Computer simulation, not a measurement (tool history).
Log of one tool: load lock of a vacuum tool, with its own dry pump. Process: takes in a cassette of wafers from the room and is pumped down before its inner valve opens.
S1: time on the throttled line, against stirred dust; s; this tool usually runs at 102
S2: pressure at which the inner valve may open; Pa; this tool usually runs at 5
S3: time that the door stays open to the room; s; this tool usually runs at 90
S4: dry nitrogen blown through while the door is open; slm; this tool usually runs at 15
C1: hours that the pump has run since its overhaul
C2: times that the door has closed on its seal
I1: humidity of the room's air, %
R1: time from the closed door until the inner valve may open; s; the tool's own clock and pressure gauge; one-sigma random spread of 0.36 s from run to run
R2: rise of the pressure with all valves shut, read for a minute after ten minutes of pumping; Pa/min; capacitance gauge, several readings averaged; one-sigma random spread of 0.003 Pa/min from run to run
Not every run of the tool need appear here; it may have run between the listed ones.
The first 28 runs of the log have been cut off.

{"run": 29, "hour": 6465.0, "S1": 93, "S2": 9, "S3": 29, "S4": 36, "C1": 4562, "C2": 12224, "I1": 44.0, "R1": 132.7, "R2": 0.071}
{"run": 30, "hour": 6697.7, "S1": 89, "S2": 5, "S3": 61, "S4": 32, "C1": 4794, "C2": 13183, "I1": 45.7, "R1": 132.1, "R2": 0.092}
{"run": 31, "hour": 6847.0, "S1": 96, "S2": 5, "S3": 231, "S4": 7, "C1": 4944, "C2": 13798, "I1": 39.8, "R1": 139.0, "R2": 0.189}
{"run": 32, "hour": 7155.0, "S1": 77, "S2": 5, "S3": 152, "S4": 15, "C1": 5252, "C2": 15067, "I1": 45.3, "R1": 121.8, "R2": 0.148}
{"run": 33, "hour": 7279.6, "S1": 67, "S2": 5, "S3": 114, "S4": 15, "C1": 5376, "C2": 15580, "I1": 46.0, "R1": 112.3, "R2": 0.144}
{"run": 34, "hour": 7485.1, "S1": 82, "S2": 8, "S3": 43, "S4": 19, "C1": 5582, "C2": 16427, "I1": 43.3, "R1": 123.5, "R2": 0.126}
{"run": 35, "hour": 7631.9, "S1": 102, "S2": 7, "S3": 90, "S4": 19, "C1": 5728, "C2": 17032, "I1": 46.3, "R1": 143.0, "R2": 0.149}
{"run": 36, "hour": 7922.5, "S1": 70, "S2": 5, "S3": 90, "S4": 15, "C1": 6019, "C2": 18229, "I1": 45.7, "R1": 115.8, "R2": 0.165}

Forecast each of these 4 alternatives for the next run:
{"run": "A", "hour": 8187.7, "S1": 102, "S2": 9, "S3": 90, "S4": 15, "C1": 6284, "C2": 19321, "I1": 42.5, "R1": "?", "R2": "?"}
{"run": "B", "hour": 8187.7, "S1": 175, "S2": 5, "S3": 62, "S4": 15, "C1": 6284, "C2": 19321, "I1": 44.1, "R1": "?", "R2": "?"}
{"run": "C", "hour": 8187.7, "S1": 87, "S2": 5, "S3": 46, "S4": 8, "C1": 6284, "C2": 19321, "I1": 45.6, "R1": "?", "R2": "?"}
{"run": "D", "hour": 8187.7, "S1": 70, "S2": 8, "S3": 114, "S4": 15, "C1": 6284, "C2": 19321, "I1": 42.3, "R1": "?", "R2": "?"}

run=A R1=141.8 R2=0.177
run=B R1=211.5 R2=0.163
run=C R1=130.9 R2=0.165
run=D R1=112.8 R2=0.180
Stripped of hidden state, with their random variation kept, the same runs would have yielded:
run=A R1=138.7 R2=0.047
run=B R1=208.7 R2=0.036
run=C R1=127.4 R2=0.036
run=D R1=109.5 R2=0.053

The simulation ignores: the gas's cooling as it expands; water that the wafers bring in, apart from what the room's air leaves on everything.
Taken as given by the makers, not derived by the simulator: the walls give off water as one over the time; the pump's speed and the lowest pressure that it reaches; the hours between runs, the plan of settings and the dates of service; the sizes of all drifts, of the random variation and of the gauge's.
